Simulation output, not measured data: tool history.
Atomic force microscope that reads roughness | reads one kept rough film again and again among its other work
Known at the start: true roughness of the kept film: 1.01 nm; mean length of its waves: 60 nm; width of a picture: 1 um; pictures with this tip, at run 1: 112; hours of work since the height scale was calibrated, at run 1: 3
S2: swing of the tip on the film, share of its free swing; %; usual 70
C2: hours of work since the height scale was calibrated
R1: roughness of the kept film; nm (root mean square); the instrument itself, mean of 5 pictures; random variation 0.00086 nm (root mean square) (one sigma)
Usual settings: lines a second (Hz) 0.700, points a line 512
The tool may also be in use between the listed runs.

{"run": 1, "hour": 0.0, "lines a second (Hz)": 0.7, "S2": 70, "points a line": 512, "pictures with this tip": 112, "C2": 3, "R1": 0.9803}
{"run": 2, "hour": 8.3, "lines a second (Hz)": 1.47, "S2": 70, "points a line": 512, "pictures with this tip": 124, "C2": 7, "R1": 0.9632}
{"run": 3, "hour": 14.7, "lines a second (Hz)": 0.7, "S2": 70, "points a line": 512, "pictures with this tip": 133, "C2": 10, "R1": 0.9795}
{"hour": 19.3, "done": "new tip fitted"}
{"run": 4, "hour": 22.1, "lines a second (Hz)": 0.7, "S2": 63, "points a line": 512, "pictures with this tip": 4, "C2": 13, "R1": 0.988}
{"run": 5, "hour": 26.7, "lines a second (Hz)": 0.7, "S2": 63, "points a line": 450, "pictures with this tip": 11, "C2": 15, "R1": 0.9888}
{"run": 6, "hour": 33.2, "lines a second (Hz)": 0.7, "S2": 63, "points a line": 450, "pictures with this tip": 20, "C2": 18, "R1": 0.9853}
{"run": 7, "hour": 39.1, "lines a second (Hz)": 0.7, "S2": 63, "points a line": 450, "pictures with this tip": 29, "C2": 21, "R1": 0.9869}
{"run": 8, "hour": 47.5, "lines a second (Hz)": 0.7, "S2": 59, "points a line": 512, "pictures with this tip": 40, "C2": 25, "R1": 0.9911}
{"run": 9, "hour": 54.2, "lines a second (Hz)": 0.7, "S2": 59, "points a line": 512, "pictures with this tip": 50, "C2": 28, "R1": 0.9894}
{"run": 10, "hour": 58.6, "lines a second (Hz)": 0.7, "S2": 66, "points a line": 512, "pictures with this tip": 56, "C2": 30, "R1": 0.9847}
{"run": 11, "hour": 62.9, "lines a second (Hz)": 0.7, "S2": 70, "points a line": 512, "pictures with this tip": 62, "C2": 32, "R1": 0.9828}
{"run": 12, "hour": 68.6, "lines a second (Hz)": 0.7, "S2": 58, "points a line": 512, "pictures with this tip": 70, "C2": 35, "R1": 0.9886}
{"run": 13, "hour": 77.6, "lines a second (Hz)": 0.7, "S2": 70, "points a line": 512, "pictures with this tip": 83, "C2": 39, "R1": 0.9813}
{"run": 14, "hour": 83.4, "lines a second (Hz)": 1.647, "S2": 70, "points a line": 512, "pictures with this tip": 91, "C2": 42, "R1": 0.9595}
{"run": 15, "hour": 89.4, "lines a second (Hz)": 1.647, "S2": 70, "points a line": 512, "pictures with this tip": 100, "C2": 45, "R1": 0.9582}
{"run": 16, "hour": 94.5, "lines a second (Hz)": 0.7, "S2": 70, "points a line": 512, "pictures with this tip": 107, "C2": 47, "R1": 0.9804}
{"run": 17, "hour": 101.0, "lines a second (Hz)": 0.7, "S2": 60, "points a line": 389, "pictures with this tip": 116, "C2": 50, "R1": 0.9874}
{"run": 18, "hour": 107.0, "lines a second (Hz)": 0.809, "S2": 72, "points a line": 512, "pictures with this tip": 125, "C2": 53, "R1": 0.9762}
{"run": 19, "hour": 115.4, "lines a second (Hz)": 1.357, "S2": 59, "points a line": 598, "pictures with this tip": 137, "C2": 57, "R1": 0.9799}
{"hour": 117.0, "done": "new tip fitted"}
{"run": 20, "hour": 120.1, "lines a second (Hz)": 1.357, "S2": 59, "points a line": 598, "pictures with this tip": 5, "C2": 59, "R1": 0.9821}
{"run": 21, "hour": 126.1, "lines a second (Hz)": 1.941, "S2": 75, "points a line": 536, "pictures with this tip": 13, "C2": 62, "R1": 0.942}
{"run": 22, "hour": 130.2, "lines a second (Hz)": 0.525, "S2": 87, "points a line": 320, "pictures with this tip": 19, "C2": 64, "R1": 0.9674}
{"run": 23, "hour": 138.4, "lines a second (Hz)": 0.525, "S2": 87, "points a line": 320, "pictures with this tip": 31, "C2": 68, "R1": 0.9665}
{"run": 24, "hour": 143.8, "lines a second (Hz)": 0.525, "S2": 87, "points a line": 320, "pictures with this tip": 38, "C2": 71, "R1": 0.9683}
{"run": 25, "hour": 152.7, "lines a second (Hz)": 0.525, "S2": 87, "points a line": 320, "pictures with this tip": 51, "C2": 75, "R1": 0.9668}
{"run": 26, "hour": 158.6, "lines a second (Hz)": 0.525, "S2": 87, "points a line": 320, "pictures with this tip": 59, "C2": 78, "R1": 0.9658}
{"run": 27, "hour": 164.4, "lines a second (Hz)": 2.807, "S2": 72, "points a line": 426, "pictures with this tip": 67, "C2": 80, "R1": 0.9286}

Run 28 comes next. What will it give?
{"run": 28, "hour": 168.1, "lines a second (Hz)": 0.939, "S2": 59, "points a line": 517, "pictures with this tip": 73, "C2": 82, "R1": "?"}

Run 28 gave R1 0.9859 nm (root mean square).
Without the tool's hidden state the same run would have given R1 0.9865 nm (root mean square).

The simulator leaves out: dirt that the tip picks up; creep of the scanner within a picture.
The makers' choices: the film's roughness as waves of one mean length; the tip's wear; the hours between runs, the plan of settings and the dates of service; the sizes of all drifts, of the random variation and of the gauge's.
